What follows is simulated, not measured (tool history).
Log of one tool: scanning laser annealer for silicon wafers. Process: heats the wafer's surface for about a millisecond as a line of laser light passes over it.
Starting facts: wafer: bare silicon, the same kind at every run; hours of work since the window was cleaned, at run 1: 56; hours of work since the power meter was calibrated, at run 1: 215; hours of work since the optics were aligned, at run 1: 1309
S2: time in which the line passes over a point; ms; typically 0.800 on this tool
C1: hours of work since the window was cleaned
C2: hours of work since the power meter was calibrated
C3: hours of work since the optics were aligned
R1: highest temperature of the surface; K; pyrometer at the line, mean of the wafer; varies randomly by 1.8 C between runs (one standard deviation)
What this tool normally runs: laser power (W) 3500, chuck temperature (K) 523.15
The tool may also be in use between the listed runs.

{"run": 1, "hour": 0.0, "laser power (W)": 3500, "S2": 0.8, "chuck temperature (K)": 523.15, "C1": 56, "C2": 215, "C3": 1309, "R1": 1332.15}
{"run": 2, "hour": 7.1, "laser power (W)": 3500, "S2": 0.8, "chuck temperature (K)": 523.15, "C1": 59, "C2": 218, "C3": 1312, "R1": 1335.15}
{"run": 3, "hour": 18.4, "laser power (W)": 3570, "S2": 0.8, "chuck temperature (K)": 523.15, "C1": 64, "C2": 223, "C3": 1317, "R1": 1356.15}
{"run": 4, "hour": 26.6, "laser power (W)": 3500, "S2": 0.8, "chuck temperature (K)": 523.15, "C1": 68, "C2": 226, "C3": 1321, "R1": 1335.15}
{"run": 5, "hour": 39.1, "laser power (W)": 3500, "S2": 0.8, "chuck temperature (K)": 523.15, "C1": 73, "C2": 232, "C3": 1326, "R1": 1335.15}
{"run": 6, "hour": 47.0, "laser power (W)": 3500, "S2": 0.8, "chuck temperature (K)": 523.15, "C1": 77, "C2": 235, "C3": 1329, "R1": 1334.15}
{"run": 7, "hour": 56.0, "laser power (W)": 3500, "S2": 0.8, "chuck temperature (K)": 523.15, "C1": 81, "C2": 239, "C3": 1333, "R1": 1334.15}
{"run": 8, "hour": 65.9, "laser power (W)": 3500, "S2": 0.8, "chuck temperature (K)": 523.15, "C1": 85, "C2": 243, "C3": 1338, "R1": 1332.15}
{"run": 9, "hour": 75.8, "laser power (W)": 3500, "S2": 0.8, "chuck temperature (K)": 523.15, "C1": 89, "C2": 247, "C3": 1342, "R1": 1331.15}
{"run": 10, "hour": 86.0, "laser power (W)": 3500, "S2": 0.8, "chuck temperature (K)": 523.15, "C1": 94, "C2": 252, "C3": 1346, "R1": 1330.15}
{"run": 11, "hour": 98.4, "laser power (W)": 3500, "S2": 0.8, "chuck temperature (K)": 523.15, "C1": 99, "C2": 257, "C3": 1352, "R1": 1332.15}
{"run": 12, "hour": 108.5, "laser power (W)": 3500, "S2": 0.8, "chuck temperature (K)": 523.15, "C1": 103, "C2": 262, "C3": 1356, "R1": 1331.15}
{"run": 13, "hour": 117.8, "laser power (W)": 3500, "S2": 0.8, "chuck temperature (K)": 523.15, "C1": 107, "C2": 266, "C3": 1360, "R1": 1330.15}
{"run": 14, "hour": 130.8, "laser power (W)": 3500, "S2": 0.8, "chuck temperature (K)": 523.15, "C1": 113, "C2": 271, "C3": 1366, "R1": 1331.15}
{"run": 15, "hour": 136.7, "laser power (W)": 3500, "S2": 0.8, "chuck temperature (K)": 523.15, "C1": 116, "C2": 274, "C3": 1368, "R1": 1330.15}
{"run": 16, "hour": 150.8, "laser power (W)": 3500, "S2": 0.8, "chuck temperature (K)": 523.15, "C1": 122, "C2": 280, "C3": 1375, "R1": 1331.15}
{"run": 17, "hour": 158.7, "laser power (W)": 3508, "S2": 0.8, "chuck temperature (K)": 523.15, "C1": 125, "C2": 283, "C3": 1378, "R1": 1333.15}
{"run": 18, "hour": 169.7, "laser power (W)": 3508, "S2": 0.8, "chuck temperature (K)": 523.15, "C1": 130, "C2": 288, "C3": 1383, "R1": 1332.15}
{"run": 19, "hour": 176.1, "laser power (W)": 3500, "S2": 0.8, "chuck temperature (K)": 523.15, "C1": 133, "C2": 291, "C3": 1385, "R1": 1332.15}
{"run": 20, "hour": 186.9, "laser power (W)": 3500, "S2": 0.62, "chuck temperature (K)": 523.15, "C1": 137, "C2": 296, "C3": 1390, "R1": 1233.15}
{"run": 21, "hour": 200.8, "laser power (W)": 3500, "S2": 0.8, "chuck temperature (K)": 523.15, "C1": 143, "C2": 302, "C3": 1396, "R1": 1330.15}
{"run": 22, "hour": 211.8, "laser power (W)": 3504, "S2": 0.615, "chuck temperature (K)": 500.15, "C1": 148, "C2": 307, "C3": 1401, "R1": 1210.15}
{"run": 23, "hour": 225.3, "laser power (W)": 3504, "S2": 0.615, "chuck temperature (K)": 500.15, "C1": 154, "C2": 312, "C3": 1407, "R1": 1209.15}
{"run": 24, "hour": 239.7, "laser power (W)": 3572, "S2": 0.8, "chuck temperature (K)": 523.15, "C1": 160, "C2": 319, "C3": 1413, "R1": 1352.15}
{"run": 25, "hour": 248.0, "laser power (W)": 3572, "S2": 0.8, "chuck temperature (K)": 523.15, "C1": 164, "C2": 322, "C3": 1417, "R1": 1351.15}
{"run": 26, "hour": 256.0, "laser power (W)": 3572, "S2": 0.8, "chuck temperature (K)": 523.15, "C1": 167, "C2": 326, "C3": 1420, "R1": 1349.15}
{"run": 27, "hour": 265.0, "laser power (W)": 3572, "S2": 0.81, "chuck temperature (K)": 533.15, "C1": 171, "C2": 330, "C3": 1424, "R1": 1367.15}
{"run": 28, "hour": 274.3, "laser power (W)": 3559, "S2": 0.574, "chuck temperature (K)": 490.15, "C1": 175, "C2": 334, "C3": 1428, "R1": 1190.15}
{"run": 29, "hour": 285.4, "laser power (W)": 3603, "S2": 0.956, "chuck temperature (K)": 484.15, "C1": 180, "C2": 338, "C3": 1433, "R1": 1399.15}
{"run": 30, "hour": 292.0, "laser power (W)": 3227, "S2": 0.912, "chuck temperature (K)": 505.15, "C1": 183, "C2": 341, "C3": 1436, "R1": 1280.15}
{"run": 31, "hour": 305.4, "laser power (W)": 3492, "S2": 0.633, "chuck temperature (K)": 509.15, "C1": 189, "C2": 347, "C3": 1442, "R1": 1227.15}
{"run": 32, "hour": 313.6, "laser power (W)": 3535, "S2": 0.663, "chuck temperature (K)": 540.15, "C1": 192, "C2": 351, "C3": 1445, "R1": 1285.15}
{"run": 33, "hour": 328.3, "laser power (W)": 3535, "S2": 0.663, "chuck temperature (K)": 540.15, "C1": 199, "C2": 357, "C3": 1452, "R1": 1284.15}
{"run": 34, "hour": 339.2, "laser power (W)": 3535, "S2": 0.663, "chuck temperature (K)": 540.15, "C1": 204, "C2": 362, "C3": 1456, "R1": 1284.15}
{"run": 35, "hour": 351.1, "laser power (W)": 3232, "S2": 0.663, "chuck temperature (K)": 509.15, "C1": 209, "C2": 367, "C3": 1461, "R1": 1172.15}
{"run": 36, "hour": 363.7, "laser power (W)": 3439, "S2": 0.861, "chuck temperature (K)": 550.15, "C1": 214, "C2": 372, "C3": 1467, "R1": 1362.15}
{"run": 37, "hour": 375.0, "laser power (W)": 3439, "S2": 0.861, "chuck temperature (K)": 550.15, "C1": 219, "C2": 377, "C3": 1472, "R1": 1366.15}
{"run": 38, "hour": 382.8, "laser power (W)": 3500, "S2": 0.998, "chuck temperature (K)": 499.15, "C1": 222, "C2": 381, "C3": 1475, "R1": 1397.15}
{"run": 39, "hour": 391.8, "laser power (W)": 3645, "S2": 0.953, "chuck temperature (K)": 540.15, "C1": 226, "C2": 385, "C3": 1479, "R1": 1468.15}
{"run": 40, "hour": 400.1, "laser power (W)": 3356, "S2": 0.675, "chuck temperature (K)": 523.15, "C1": 230, "C2": 388, "C3": 1483, "R1": 1224.15}
{"run": 41, "hour": 415.0, "laser power (W)": 3356, "S2": 0.675, "chuck temperature (K)": 523.15, "C1": 236, "C2": 395, "C3": 1489, "R1": 1221.15}
{"run": 42, "hour": 424.5, "laser power (W)": 3322, "S2": 0.624, "chuck temperature (K)": 535.15, "C1": 241, "C2": 399, "C3": 1493, "R1": 1197.15}

What if the next run were any one of these 3? Each begins from the tool's condition after run 42:
{"run": "A", "hour": 433.8, "laser power (W)": 3500, "S2": 0.866, "chuck temperature (K)": 523.15, "C1": 245, "C2": 403, "C3": 1497, "R1": "?"}
{"run": "B", "hour": 433.8, "laser power (W)": 3400, "S2": 0.88, "chuck temperature (K)": 523.15, "C1": 245, "C2": 403, "C3": 1497, "R1": "?"}
{"run": "C", "hour": 433.8, "laser power (W)": 3449, "S2": 0.81, "chuck temperature (K)": 515.15, "C1": 245, "C2": 403, "C3": 1497, "R1": "?"}

run=A R1=1357.15
run=B R1=1337.15
run=C R1=1303.15
Without the tool's hidden state the same runs would have given:
run=A R1=1384.15
run=B R1=1363.15
run=C R1=1328.15

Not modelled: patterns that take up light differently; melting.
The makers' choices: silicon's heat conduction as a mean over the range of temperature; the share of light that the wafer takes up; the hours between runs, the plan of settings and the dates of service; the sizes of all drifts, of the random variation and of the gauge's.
